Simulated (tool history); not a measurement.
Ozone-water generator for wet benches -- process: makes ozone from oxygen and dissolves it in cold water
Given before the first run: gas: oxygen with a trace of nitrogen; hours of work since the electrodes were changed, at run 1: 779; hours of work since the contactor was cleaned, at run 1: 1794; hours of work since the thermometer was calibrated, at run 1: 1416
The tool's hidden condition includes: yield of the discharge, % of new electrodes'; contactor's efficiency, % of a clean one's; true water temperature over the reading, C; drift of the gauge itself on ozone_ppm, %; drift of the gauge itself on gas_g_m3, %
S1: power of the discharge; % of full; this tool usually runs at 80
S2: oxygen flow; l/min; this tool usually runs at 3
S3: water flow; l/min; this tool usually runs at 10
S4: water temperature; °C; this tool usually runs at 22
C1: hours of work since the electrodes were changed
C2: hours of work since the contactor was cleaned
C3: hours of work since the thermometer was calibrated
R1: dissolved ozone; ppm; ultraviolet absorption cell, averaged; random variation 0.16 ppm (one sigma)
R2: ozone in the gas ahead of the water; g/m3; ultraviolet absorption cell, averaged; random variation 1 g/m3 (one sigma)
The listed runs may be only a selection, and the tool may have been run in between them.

run    hour  S1    S2  S3  S4    C1    C2    C3    R1     R2
  1       0  80     3  10  22   779  1794  1416  20.3  179.7
  2    87.6  80     3  10  22   835  1850  1472  20.5  178.9
  3   193.9  80  1.57  10  22   903  1918  1540    20  256.7
  4   295.9  80     3  10  22   968  1983  1605  20.3  181.3
  5     367  80     3  10  22  1013  2028  1650  20.2  178.2
  6   446.4  80     3  10  22  1064  2079  1701  20.7  177.8
  7   497.6  80  1.74  10  22  1096  2112  1733  20.2  240.1
  8   574.2  80  1.74  10  22  1145  2160  1782  20.5  239.9
  9   658.1  80     3  10  22  1199  2214  1836  20.2  177.6
 10   731.4  80     3  10  22  1245  2261  1882  20.2  177.7
 11   783.4  80     3  10  22  1278  2294  1916  20.2  177.6
 12   892.3  80     3  10  22  1348  2363  1985  20.2  176.6
 13   968.4  80     3  10  22  1396  2412  2034    20  176.8
 14  1061.7  80     3  10  15  1456  2471  2093  22.7  174.7
     1100.2  -- gauge calibrated
 15  1144.5  80  1.94  10  22  1509  2524  2146  20.5  227.3
 16  1203.9  62     3   9  22  1547  2562  2184  18.1  146.3
 17  1261.1  62     3   9  22  1583  2598  2220  17.9  147.1
 18  1327.7  72  1.64   9  21  1625  2641  2263  20.6  230.5
 19  1380.8  72  1.64   9  21  1659  2675  2296  20.7  231.3
 20  1486.8  40  2.34  12  18  1727  2742  2364  10.6  118.4
 21  1561.9  47  2.34   7  22  1775  2790  2412  17.7    134
 22  1649.1  92   2.1   7  19  1830  2846  2467  31.9  241.2
 23  1731.9  92   2.1   7  19  1883  2898  2520  31.9    243
 24  1817.2  80     3  15  23  1937  2953  2575  13.8  176.5
 25  1864.9  80     3  15  23  1968  2983  2605  14.1  176.7
 26  1933.4  80     3  15  23  2012  3027  2649  14.2  175.5
 27  2044.1  80     3  15  23  2082  3097  2719    14  177.1
 28  2095.8  65  3.92  13  27  2115  3130  2752  12.4  127.7
 29  2182.3  65  3.38  13  27  2170  3185  2807  12.7  138.6
 30  2239.4  65  3.38  12  19  2207  3222  2844  15.2  139.6

Alternative continuations, all from the tool just after run 30; predict every row:
  A  2288.3  65  3.73  10  29  2238  3253  2875   ?   ?
  B  2288.3  65  2.35  12  17  2238  3253  2875   ?   ?
  C  2288.3  80  1.83   7  22  2238  3253  2875   ?   ?
  D  2288.3  55  3.38  12  19  2238  3253  2875   ?   ?

run    R1     R2
  A    15  132.1
  B  15.7  169.2
  C  27.2  228.4
  D  13.6  122.3
Without the tool's hidden state the same runs would have given:
run    R1     R2
  A  15.1  136.6
  B  15.7    175
  C  27.2  236.2
  D  13.7  126.5

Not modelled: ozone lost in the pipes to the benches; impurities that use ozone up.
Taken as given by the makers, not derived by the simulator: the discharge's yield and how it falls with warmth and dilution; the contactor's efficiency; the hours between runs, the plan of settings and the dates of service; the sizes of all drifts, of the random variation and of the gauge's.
